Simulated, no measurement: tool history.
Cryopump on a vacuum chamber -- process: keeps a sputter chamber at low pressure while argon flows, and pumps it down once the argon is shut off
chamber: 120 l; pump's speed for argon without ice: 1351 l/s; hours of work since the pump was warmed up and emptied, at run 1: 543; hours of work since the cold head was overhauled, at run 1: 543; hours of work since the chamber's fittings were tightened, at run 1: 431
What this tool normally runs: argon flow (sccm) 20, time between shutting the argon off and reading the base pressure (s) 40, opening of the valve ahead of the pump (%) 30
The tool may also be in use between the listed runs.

run    hour  argon flow (sccm)  time between shutting the argon off and reading the base pressure (s)  opening of the valve ahead of the pump (%)  hours of work since the pump was warmed up and emptied  hours of work since the cold head was overhauled  hours of work since the chamber's fittings were tightened  pressure while argon flows (Pa)  pressure after the wait (uPa)
  1       0                 20                                                                     40                                          30                                                     543                                               543                                                        431                           0.0873                           1.53
  2    51.6                 20                                                                     40                                          42                                                     578                                               578                                                        465                            0.063                           1.55
  3    78.7                 20                                                                     40                                          42                                                     595                                               595                                                        483                           0.0638                           1.53
  4   106.5                 36                                                                     40                                          30                                                     614                                               614                                                        502                           0.1583                           1.56
  5   151.2                 11                                                                     40                                          30                                                     643                                               643                                                        531                           0.0484                            1.6
  6   214.1                 20                                                                     67                                          30                                                     685                                               685                                                        573                           0.0884                           1.24
  7   273.4                 20                                                                     67                                          30                                                     724                                               724                                                        612                           0.0889                           1.28
  8   303.4                 20                                                                     40                                          30                                                     744                                               744                                                        632                           0.0894                            1.7
  9   362.9                 20                                                                    197                                          30                                                     784                                               784                                                        671                           0.0891                           0.94
 10   408.6                 20                                                                     40                                          30                                                     814                                               814                                                        702                           0.0891                           1.73
 11   451.3                 20                                                                     40                                          30                                                     842                                               842                                                        730                           0.0889                           1.81
 12   491.7                 20                                                                     40                                          30                                                     869                                               869                                                        757                           0.0899                           1.79
 13   528.9                 20                                                                     26                                          30                                                     893                                               893                                                        781                           0.0895                           2.34
 14   557.5                 30                                                                     23                                          30                                                     912                                               912                                                        800                           0.1335                           2.62
 15   604.6                 30                                                                    160                                          21                                                     943                                               943                                                        831                           0.1897                           1.15
 16   635.5                 28                                                                     40                                          30                                                     964                                               964                                                        852                           0.1273                           1.89
 17   674.7                 13                                                                     28                                          44                                                     990                                               990                                                        878                           0.0407                            2.3
      706.2  -- pump warmed up, emptied and cooled again
 18   733.4                 28                                                                     45                                          39                                                      18                                              1025                                                        913                           0.0901                            1.6
 19   788.8                 28                                                                     45                                          39                                                      55                                              1062                                                        950                            0.091                           1.66
 20   850.2                 20                                                                     40                                          16                                                      95                                              1103                                                        990                           0.1575                           1.79
 21   904.7                 20                                                                     40                                          16                                                     131                                              1139                                                       1027                            0.157                           1.94
 22     958                 11                                                                    137                                          25                                                     167                                              1174                                                       1062                           0.0555                           1.15
 23  1020.3                 20                                                                    250                                          17                                                     208                                              1215                                                       1103                           0.1496                            1.1
 24  1054.1                 20                                                                    250                                          17                                                     230                                              1238                                                       1125                           0.1496                           1.11
 25  1082.8                 20                                                                    250                                          17                                                     249                                              1257                                                       1144                           0.1475                           1.12

5 options for the next run, each taken on its own from the tool as it stands now. Forecast them:
  A  1113.8                 12                                                                    120                                          30                                                     270                                              1277                                                       1165                                ?                              ?
  B  1113.8                 20                                                                     86                                          19                                                     270                                              1277                                                       1165                                ?                              ?
  C  1113.8                 21                                                                    104                                          29                                                     270                                              1277                                                       1165                                ?                              ?
  D  1113.8                 20                                                                     21                                          30                                                     270                                              1277                                                       1165                                ?                              ?
  E  1113.8                 20                                                                    250                                          57                                                     270                                              1277                                                       1165                                ?                              ?

run  pressure while argon flows (Pa)  pressure after the wait (uPa)
  A                           0.0512                           1.28
  B                           0.1335                           1.39
  C                           0.0932                           1.32
  D                           0.0858                           2.77
  E                           0.0453                           1.13
The same runs, with their run-to-run variation unchanged, on a tool lacking any hidden condition would have given:
run  pressure while argon flows (Pa)  pressure after the wait (uPa)
  A                           0.0501                           0.53
  B                           0.1316                           0.66
  C                           0.0912                           0.59
  D                            0.084                           2.04
  E                           0.0434                           0.38
